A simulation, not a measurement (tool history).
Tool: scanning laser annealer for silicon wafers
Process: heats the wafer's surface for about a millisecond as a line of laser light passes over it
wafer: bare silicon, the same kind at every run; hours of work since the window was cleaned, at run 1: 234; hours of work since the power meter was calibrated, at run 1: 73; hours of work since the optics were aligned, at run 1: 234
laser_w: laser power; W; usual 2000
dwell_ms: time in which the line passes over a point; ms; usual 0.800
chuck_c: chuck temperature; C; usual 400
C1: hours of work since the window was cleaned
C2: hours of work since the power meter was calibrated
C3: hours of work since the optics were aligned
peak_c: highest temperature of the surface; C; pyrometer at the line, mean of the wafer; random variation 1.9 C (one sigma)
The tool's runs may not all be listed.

Run 1, hour 0.0: usual settings; C1 234; C2 73; C3 234. Result: peak_c 1227 C.
Run 2, hour 14.6: usual settings; C1 243; C2 82; C3 243. Result: peak_c 1223 C.
Run 3, hour 26.4: usual settings; C1 251; C2 90; C3 251. Result: peak_c 1224 C.
Run 4, hour 38.9: usual settings; C1 259; C2 98; C3 259. Result: peak_c 1221 C.
Run 5, hour 47.3: usual settings; C1 265; C2 104; C3 265. Result: peak_c 1227 C.
Run 6, hour 55.4: usual settings; C1 270; C2 109; C3 270. Result: peak_c 1224 C.
Run 7, hour 65.6: usual settings; C1 277; C2 116; C3 277. Result: peak_c 1224 C.
Run 8, hour 77.5: usual settings but laser_w 2088 W; C1 285; C2 124; C3 285. Result: peak_c 1274 C.
Run 9, hour 87.4: usual settings but laser_w 2088 W; C1 292; C2 131; C3 292. Result: peak_c 1266 C.
Run 10, hour 102.1: usual settings; C1 301; C2 140; C3 301. Result: peak_c 1226 C.
Run 11, hour 110.8: usual settings; C1 307; C2 146; C3 307. Result: peak_c 1220 C.
Run 12, hour 122.7: usual settings; C1 315; C2 154; C3 315. Result: peak_c 1220 C.
Run 13, hour 133.8: usual settings; C1 322; C2 162; C3 322. Result: peak_c 1225 C.

The next listed run, before its measurement:
Run 14, hour 142.6: usual settings but dwell_ms 0.863 ms, chuck_c 376 C; C1 328; C2 167; C3 328. Result: peak_c ?.

Run 14 gave peak_c 1229 C.
Without the tool's hidden state the same run would have given peak_c 1251 C.
